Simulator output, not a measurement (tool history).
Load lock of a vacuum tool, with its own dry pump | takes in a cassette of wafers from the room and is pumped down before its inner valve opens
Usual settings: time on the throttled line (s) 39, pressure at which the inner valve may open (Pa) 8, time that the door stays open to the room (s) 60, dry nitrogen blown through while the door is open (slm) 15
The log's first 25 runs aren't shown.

run,hour,time on the throttled line (s),pressure at which the inner valve may open (Pa),time that the door stays open to the room (s),dry nitrogen blown through while the door is open (slm),"incoming humidity of the room's air, %",time from the closed door until the inner valve may open (s),rise of the pressure with all valves shut (Pa/min)
26,5035.4,39,7,60,15,42.8,92.8,0.055
27,5245.5,39,7,60,9,43.9,91.8,0.057
28,5444.6,39,8,30,16,43.2,92.1,0.059
29,5710.9,39,8,30,16,46.2,91.7,0.056
30,5887.3,39,9,41,15,42.8,90.4,0.058
31,6096.7,39,9,41,15,45.4,91.3,0.057
32,6333.6,72,8,42,17,45.5,116.4,0.064
33,6623.6,76,8,149,17,46.6,119.8,0.087
34,6789.3,76,7,81,17,44.3,120.6,0.071
35,6954.2,34,8,60,10,45.0,89.9,0.075
36,7125.8,34,8,60,10,49.5,90.1,0.079

Forecast each of these 5 alternatives for the next run:
A,7394.5,39,8,60,15,47.0,?,?
B,7394.5,77,12,60,6,44.4,?,?
C,7394.5,52,6,44,15,44.1,?,?
D,7394.5,48,9,60,22,52.2,?,?
E,7394.5,41,7,60,4,41.7,?,?

run,time from the closed door until the inner valve may open (s),rise of the pressure with all valves shut (Pa/min)
A,94.3,0.073
B,116.1,0.082
C,105.2,0.077
D,99.4,0.073
E,96.4,0.084
Without the tool's hidden state the same runs would have given:
run,time from the closed door until the inner valve may open (s),rise of the pressure with all valves shut (Pa/min)
A,92.5,0.017
B,114.8,0.027
C,103.3,0.021
D,97.7,0.018
E,94.5,0.028

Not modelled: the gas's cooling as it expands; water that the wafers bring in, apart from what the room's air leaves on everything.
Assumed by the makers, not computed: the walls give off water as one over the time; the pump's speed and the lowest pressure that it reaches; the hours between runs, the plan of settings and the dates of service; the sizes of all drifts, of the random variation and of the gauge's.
